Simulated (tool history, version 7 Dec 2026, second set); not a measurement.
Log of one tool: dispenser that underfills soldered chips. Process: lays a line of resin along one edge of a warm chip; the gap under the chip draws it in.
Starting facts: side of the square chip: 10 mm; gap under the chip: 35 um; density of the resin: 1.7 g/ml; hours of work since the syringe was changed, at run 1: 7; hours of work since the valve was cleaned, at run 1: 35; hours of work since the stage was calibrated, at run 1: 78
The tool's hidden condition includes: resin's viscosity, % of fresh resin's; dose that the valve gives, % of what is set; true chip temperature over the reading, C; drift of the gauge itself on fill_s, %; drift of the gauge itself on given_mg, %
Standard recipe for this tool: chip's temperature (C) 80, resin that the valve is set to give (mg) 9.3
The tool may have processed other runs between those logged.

run,hour,chip's temperature (C),resin that the valve is set to give (mg),hours of work since the syringe was changed,hours of work since the valve was cleaned,hours of work since the stage was calibrated,time until the resin shows at the far edge (s),resin that the valve gave (mg)
1,0,80,9.3,7,35,78,250.4,9.03
2,4.8,80,9.3,11,38,81,355.5,8.98
# hour 5.8: new syringe of resin
3,11.6,80,9.3,4,43,86,205.6,8.86
4,15.3,77,9.3,7,46,89,297.6,8.92
5,18.4,77,9.3,10,48,92,359.3,8.86
# hour 20.6: new syringe of resin
6,22.2,80,9.3,1,51,94,161,8.72
7,28.8,80,9.3,6,56,99,242.4,8.78
8,32.5,80,9.3,9,59,102,310.9,8.71
# hour 35.4: new syringe of resin
9,37.5,80,9.3,2,63,106,166.8,8.74
10,40.5,80,9.3,4,65,108,199,8.62
11,47.2,80,9.3,9,70,113,295.9,8.66
# hour 50.3: new syringe of resin
12,51.5,80,9.3,1,73,116,156.1,8.74
13,57.4,80,9.3,5,78,121,233.7,8.5
14,61.7,70,9.3,9,81,124,433.3,8.54
# hour 65.1: new syringe of resin
15,68.8,70,9.3,3,86,129,266.1,8.5
16,74.8,70,9.3,7,91,134,379.7,8.5
# hour 79.9: new syringe of resin
17,81.2,83,9.3,1,95,139,141.9,8.42
18,86.3,83,9.3,5,99,142,201.2,8.34
19,89.4,80,8.7,7,102,145,273,7.89
# hour 94.6: new syringe of resin
20,94.6,90,9.89,0,105,149,104.7,8.83
21,97.5,68,9.3,2,108,151,277.1,8.31
22,102.7,73,9.3,6,112,155,321.4,8.16
# hour 105.5: dispensing valve cleaned and set on the balance
23,109.9,69,11.65,11,3,159,524,11.63
# hour 110.6: new syringe of resin
24,115.8,81,8.12,4,8,164,198.3,8
25,122,80,10.83,9,12,169,295.9,10.68
# hour 125.7: new syringe of resin
26,129.3,92,9.31,3,18,174,118.7,9.06
27,135.3,94,8.44,7,22,179,167.4,8.29
# hour 140.4: new syringe of resin
28,141.5,94,8.44,1,27,183,100.3,8.19
29,147.7,94,7.91,6,32,188,150.2,7.61
30,151.7,76,9.37,9,35,191,345.4,9.09
# hour 155.6: new syringe of resin
31,159,76,9.37,3,40,196,208.8,8.99
32,162.8,82,8.02,6,43,199,222.8,7.67
33,167.1,80,10.77,9,46,202,290.5,10.31
# hour 170.8: new syringe of resin
34,173.8,80,10.77,2,51,207,184.6,10.35
35,179,81,8.87,6,55,211,250.5,8.47
36,182.2,91,9.64,9,58,214,209.7,9.09
# hour 185.8: new syringe of resin
37,189.2,76,10.95,3,63,219,209.4,10.25

Here are 3 independent what-if runs from the current tool condition. What would each one return?
A,193.6,88,8.49,6,66,222,?,?
B,193.6,79,11.07,6,66,222,?,?
C,193.6,71,10.95,6,66,222,?,?

run,time until the resin shows at the far edge (s),resin that the valve gave (mg)
A,192,8.01
B,253.4,10.34
C,333.2,10.23
Take away the tool's hidden state, keep each run's random variation, and the runs would have read:
run,time until the resin shows at the far edge (s),resin that the valve gave (mg)
A,110.5,8.55
B,146.8,11.04
C,192.1,10.92
